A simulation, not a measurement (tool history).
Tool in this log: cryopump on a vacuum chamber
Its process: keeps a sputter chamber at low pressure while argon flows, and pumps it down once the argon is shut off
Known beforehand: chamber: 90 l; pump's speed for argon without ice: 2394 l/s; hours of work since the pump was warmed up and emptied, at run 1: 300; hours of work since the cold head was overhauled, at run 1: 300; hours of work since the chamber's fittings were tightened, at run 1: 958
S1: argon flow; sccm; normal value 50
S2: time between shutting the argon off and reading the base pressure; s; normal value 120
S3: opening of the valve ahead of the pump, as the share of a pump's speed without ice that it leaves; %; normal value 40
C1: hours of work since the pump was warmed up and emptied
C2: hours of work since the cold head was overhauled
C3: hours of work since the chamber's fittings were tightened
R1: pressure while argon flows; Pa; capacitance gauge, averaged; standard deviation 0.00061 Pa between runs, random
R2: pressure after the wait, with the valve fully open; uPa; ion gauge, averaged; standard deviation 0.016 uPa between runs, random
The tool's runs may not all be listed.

run,day,S1,S2,S3,C1,C2,C3,R1,R2
1,0.000,50,120,40,300,300,958,0.0912,0.51
2,0.825,50,120,40,314,314,972,0.0928,0.52
3,1.225,50,120,40,321,321,979,0.0916,0.51
4,2.112,50,120,40,336,336,994,0.0911,0.53
5,2.896,50,120,39,350,350,1008,0.0948,0.53
6,3.312,50,120,39,357,357,1015,0.0948,0.54
7,3.833,50,120,40,366,366,1024,0.0918,0.52
8,4.662,50,120,40,380,380,1038,0.0924,0.55
9,5.512,38,120,40,395,395,1053,0.0699,0.52
10,6.408,50,120,40,410,410,1069,0.0913,0.55
11,7.008,50,120,29,421,421,1079,0.1262,0.58
12,7.500,61,120,40,429,429,1087,0.1128,0.58
13,8.338,50,120,40,444,444,1102,0.0935,0.57
14,8.704,50,173,40,450,450,1108,0.0921,0.49
15,9.312,50,173,40,461,461,1119,0.0930,0.47
16,9.850,50,120,40,470,470,1128,0.0937,0.55
17,10.512,50,120,40,481,481,1140,0.0928,0.58
18,11.262,50,120,40,494,494,1153,0.0937,0.56
19,12.142,28,240,40,510,510,1168,0.0517,0.42
20,12.821,43,134,40,521,521,1180,0.0826,0.53
21,13.467,27,25,25,533,533,1191,0.0795,1.56
22,13.954,42,35,25,541,541,1199,0.1231,1.19
23,14.479,42,35,25,550,550,1208,0.1231,1.20
24,15.083,51,104,25,561,561,1219,0.1503,0.60
25,15.504,65,270,40,568,568,1226,0.1226,0.42
26,16.154,27,290,40,579,579,1237,0.0503,0.46
27,17.050,88,77,27,595,595,1253,0.2392,0.71
28,17.746,71,77,40,607,607,1265,0.1348,0.73
29,18.121,28,120,40,613,613,1271,0.0525,0.59
30,18.788,28,120,40,625,625,1283,0.0525,0.61
31,19.554,50,30,22,638,638,1296,0.1660,1.35
32,19.975,37,26,22,645,645,1303,0.1228,1.49
33,20.817,50,91,49,660,660,1318,0.0784,0.64
34,21.550,33,168,28,672,672,1331,0.0875,0.54
35,22.183,48,76,16,683,683,1342,0.2190,0.74

Predict each of these 3 candidate next runs independently; none follows another, all start after run 35:
A,22.712,48,76,46,693,693,1351,?,?
B,22.712,48,60,16,693,693,1351,?,?
C,22.712,50,201,16,693,693,1351,?,?

run,R1,R2
A,0.0800,0.75
B,0.2195,0.88
C,0.2265,0.50
Had the tool no hidden state, the same runs would have come out as:
run,R1,R2
A,0.0730,0.52
B,0.2125,0.65
C,0.2193,0.27
